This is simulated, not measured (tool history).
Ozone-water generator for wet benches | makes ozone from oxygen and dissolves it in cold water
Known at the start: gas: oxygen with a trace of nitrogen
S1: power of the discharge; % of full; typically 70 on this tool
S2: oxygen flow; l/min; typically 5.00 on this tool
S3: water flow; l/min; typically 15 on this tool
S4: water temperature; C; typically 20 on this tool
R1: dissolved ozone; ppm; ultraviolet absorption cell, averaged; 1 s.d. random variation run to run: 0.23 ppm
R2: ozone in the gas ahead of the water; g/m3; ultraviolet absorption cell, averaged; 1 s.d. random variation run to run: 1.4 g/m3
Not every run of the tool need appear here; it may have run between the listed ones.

run 1 hour=0.0 | S1=70 S2=5.00 S3=15 S4=20 | R1=34.7 R2=263.5
run 2 hour=95.5 | S1=49 S2=5.00 S3=15 S4=20 | R1=26.5 R2=202.4
run 3 hour=240.5 | S1=49 S2=5.00 S3=15 S4=20 | R1=26.3 R2=201.0
run 4 hour=362.0 | S1=49 S2=5.00 S3=15 S4=20 | R1=26.6 R2=199.6
run 5 hour=537.0 | S1=49 S2=5.00 S3=15 S4=20 | R1=26.7 R2=199.0
run 6 hour=658.4 | S1=49 S2=5.00 S3=15 S4=20 | R1=26.3 R2=201.7
run 7 hour=766.0 | S1=70 S2=5.00 S3=15 S4=20 | R1=34.9 R2=262.1
run 8 hour=873.7 | S1=70 S2=5.00 S3=15 S4=20 | R1=34.7 R2=261.3
run 9 hour=1028.7 | S1=70 S2=5.00 S3=15 S4=20 | R1=34.5 R2=264.7
run 10 hour=1204.6 | S1=70 S2=5.00 S3=15 S4=20 | R1=34.4 R2=261.3
run 11 hour=1311.3 | S1=70 S2=3.42 S3=15 S4=20 | R1=35.1 R2=325.7
run 12 hour=1388.6 | S1=70 S2=5.00 S3=15 S4=28 | R1=29.9 R2=263.9
run 13 hour=1559.3 | S1=70 S2=5.00 S3=15 S4=28 | R1=30.1 R2=263.3
run 14 hour=1686.4 | S1=84 S2=5.00 S3=17 S4=28 | R1=31.5 R2=303.4

For run 15, what comes out?
run 15 hour=1788.8 | S1=46 S2=6.58 S3=17 S4=28 | R1=? R2=?

Logged for run 15: R1 19.6 ppm, R2 164.7 g/m3.
Were there no unlogged condition in the tool, this run, its random variation unchanged, would have produced R1 19.6 ppm, R2 164.7 g/m3.

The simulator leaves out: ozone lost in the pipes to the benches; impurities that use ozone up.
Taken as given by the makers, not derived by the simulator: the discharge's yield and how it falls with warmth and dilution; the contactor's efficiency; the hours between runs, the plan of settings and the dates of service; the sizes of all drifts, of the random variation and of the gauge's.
